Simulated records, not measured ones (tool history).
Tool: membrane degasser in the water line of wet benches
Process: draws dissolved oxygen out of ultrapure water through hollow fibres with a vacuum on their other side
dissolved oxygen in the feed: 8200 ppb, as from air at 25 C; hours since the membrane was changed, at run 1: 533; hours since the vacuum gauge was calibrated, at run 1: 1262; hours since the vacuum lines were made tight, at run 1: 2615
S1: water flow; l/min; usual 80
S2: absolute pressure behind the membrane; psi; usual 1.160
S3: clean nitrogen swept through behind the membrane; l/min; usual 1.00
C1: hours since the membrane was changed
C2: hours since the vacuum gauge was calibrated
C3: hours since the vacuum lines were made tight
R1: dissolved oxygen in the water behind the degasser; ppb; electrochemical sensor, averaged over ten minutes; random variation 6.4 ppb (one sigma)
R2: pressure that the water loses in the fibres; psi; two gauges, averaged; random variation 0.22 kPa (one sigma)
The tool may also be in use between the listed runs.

| run | day | S1 | S2 | S3 | C1 | C2 | C3 | R1 | R2 |
|---|---|---|---|---|---|---|---|---|---|
| 1 | 0.000 | 80 | 1.160 | 1.00 | 533 | 1262 | 2615 | 638.0 | 7.535 |
| 2 | 2.742 | 80 | 1.160 | 1.08 | 599 | 1328 | 2681 | 618.5 | 7.493 |
| 3 | 5.688 | 80 | 1.160 | 0.54 | 670 | 1398 | 2752 | 909.7 | 7.565 |
| 4 | 8.342 | 80 | 1.160 | 1.00 | 733 | 1462 | 2816 | 642.7 | 7.546 |
| 5 | 9.904 | 80 | 1.160 | 1.59 | 771 | 1499 | 2853 | 482.2 | 7.554 |
| 6 | 11.725 | 80 | 1.160 | 1.00 | 814 | 1543 | 2897 | 642.2 | 7.494 |
| 7 | 13.971 | 80 | 1.160 | 1.00 | 868 | 1597 | 2951 | 642.1 | 7.512 |
| 8 | 15.612 | 80 | 1.160 | 1.00 | 908 | 1637 | 2990 | 653.3 | 7.564 |
| 9 | 17.300 | 80 | 1.160 | 2.67 | 948 | 1677 | 3031 | 334.9 | 7.551 |
| 10 | 18.950 | 80 | 1.160 | 0.46 | 988 | 1717 | 3070 | 973.7 | 7.461 |
| 11 | 20.808 | 80 | 1.160 | 0.46 | 1033 | 1761 | 3115 | 985.1 | 7.535 |
| 12 | 22.538 | 80 | 1.160 | 0.67 | 1074 | 1803 | 3156 | 812.5 | 7.514 |
| 13 | 25.529 | 80 | 1.160 | 0.67 | 1146 | 1875 | 3228 | 799.6 | 7.564 |
| 14 | 28.208 | 80 | 1.160 | 0.67 | 1210 | 1939 | 3292 | 798.0 | 7.493 |
| 15 | 31.388 | 80 | 1.160 | 1.16 | 1286 | 2015 | 3369 | 573.5 | 7.535 |
| 16 | 34.042 | 80 | 1.160 | 1.16 | 1350 | 2079 | 3432 | 585.5 | 7.543 |
| 17 | 36.379 | 82 | 1.041 | 1.15 | 1406 | 2135 | 3489 | 514.8 | 7.709 |
| 18 | 39.158 | 57 | 1.160 | 0.48 | 1473 | 2202 | 3555 | 784.0 | 5.400 |
| 19 | 40.804 | 57 | 1.160 | 0.53 | 1512 | 2241 | 3595 | 756.9 | 5.403 |
| 20 | 42.388 | 57 | 1.160 | 1.75 | 1550 | 2279 | 3633 | 335.8 | 5.356 |
| 21 | 45.242 | 80 | 1.168 | 1.29 | 1619 | 2348 | 3701 | 551.5 | 7.458 |
| 22 | 46.612 | 67 | 1.812 | 0.49 | 1652 | 2381 | 3734 | 1553.3 | 6.309 |
| 23 | 49.462 | 67 | 1.812 | 0.49 | 1720 | 2449 | 3802 | 1562.8 | 6.340 |
| 24 | 51.321 | 67 | 2.222 | 0.82 | 1765 | 2494 | 3847 | 1446.3 | 6.289 |
| 25 | 52.808 | 54 | 1.131 | 0.56 | 1801 | 2529 | 3883 | 666.5 | 5.084 |
|  | 53.662 | seals of the vacuum lines changed |
| 26 | 55.204 | 114 | 2.718 | 1.22 | 1856 | 2585 | 37 | 1945.2 | 10.699 |
| 27 | 57.108 | 114 | 2.718 | 1.22 | 1902 | 2630 | 83 | 1954.0 | 10.757 |
| 28 | 59.108 | 57 | 1.160 | 2.86 | 1950 | 2678 | 131 | 231.0 | 5.366 |
| 29 | 62.258 | 57 | 1.160 | 2.86 | 2025 | 2754 | 206 | 230.3 | 5.320 |
| 30 | 64.333 | 99 | 0.891 | 1.00 | 2075 | 2804 | 256 | 495.6 | 9.304 |
| 31 | 66.554 | 58 | 1.160 | 1.00 | 2128 | 2857 | 309 | 506.9 | 5.520 |
| 32 | 68.404 | 103 | 1.160 | 2.72 | 2173 | 2901 | 354 | 401.1 | 9.668 |

How the hidden state differs across the entries between the runs, from the last listed run before each to the first after it:
Between runs 25 and 26: seals of the vacuum lines changed (day 53.662)
  air that leaks in behind the membrane, l/min: 0.0027 -> 0.002
